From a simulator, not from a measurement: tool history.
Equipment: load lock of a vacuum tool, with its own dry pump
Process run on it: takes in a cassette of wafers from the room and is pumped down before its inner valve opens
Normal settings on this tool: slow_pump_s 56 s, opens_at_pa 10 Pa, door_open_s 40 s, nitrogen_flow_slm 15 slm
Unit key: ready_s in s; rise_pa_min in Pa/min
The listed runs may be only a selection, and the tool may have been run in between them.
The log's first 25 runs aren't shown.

| run | hour | slow_pump_s | opens_at_pa | door_open_s | nitrogen_flow_slm | incoming humidity of the room's air, % | ready_s | rise_pa_min |
|---|---|---|---|---|---|---|---|---|
| 26 | 2633.7 | 34 | 9 | 40 | 15 | 42.2 | 93.9 | 0.034 |
| 27 | 2729 | 75 | 9 | 85 | 17 | 42.6 | 121.3 | 0.031 |
| 28 | 2841.7 | 56 | 10 | 223 | 23 | 46.7 | 107 | 0.047 |
| 29 | 2939 | 56 | 10 | 106 | 15 | 44.1 | 107.6 | 0.042 |
| 30 | 3077.7 | 56 | 10 | 216 | 26 | 41.9 | 108.4 | 0.042 |
| 31 | 3158.8 | 56 | 10 | 216 | 26 | 44.3 | 108.1 | 0.036 |
| 32 | 3280.4 | 56 | 10 | 26 | 15 | 46.6 | 108.7 | 0.025 |
| 33 | 3381.2 | 35 | 10 | 78 | 15 | 42.6 | 93.6 | 0.039 |
| 34 | 3473.9 | 35 | 10 | 78 | 15 | 43.3 | 93.1 | 0.031 |
| 35 | 3569.5 | 58 | 10 | 141 | 15 | 43.1 | 110 | 0.044 |
| 36 | 3704.9 | 33 | 8 | 41 | 5 | 46.2 | 93.6 | 0.04 |
| 37 | 3851.1 | 83 | 8 | 41 | 5 | 45 | 129.3 | 0.035 |
| 38 | 3934.9 | 83 | 8 | 41 | 5 | 46.9 | 129.9 | 0.033 |

Below are 3 alternative next runs, each starting from the tool's condition after run 38. Predict each:
| A | 4019.7 | 56 | 17 | 40 | 15 | 43.3 | ? | ? |
| B | 4019.7 | 57 | 10 | 40 | 15 | 45.4 | ? | ? |
| C | 4019.7 | 75 | 13 | 81 | 5 | 43.9 | ? | ? |

| run | ready_s | rise_pa_min |
|---|---|---|
| A | 104.8 | 0.031 |
| B | 109.6 | 0.035 |
| C | 120.5 | 0.048 |
What these runs would have given with no unlogged condition in the tool:
| run | ready_s | rise_pa_min |
|---|---|---|
| A | 104.7 | 0.03 |
| B | 109.6 | 0.035 |
| C | 120.5 | 0.048 |

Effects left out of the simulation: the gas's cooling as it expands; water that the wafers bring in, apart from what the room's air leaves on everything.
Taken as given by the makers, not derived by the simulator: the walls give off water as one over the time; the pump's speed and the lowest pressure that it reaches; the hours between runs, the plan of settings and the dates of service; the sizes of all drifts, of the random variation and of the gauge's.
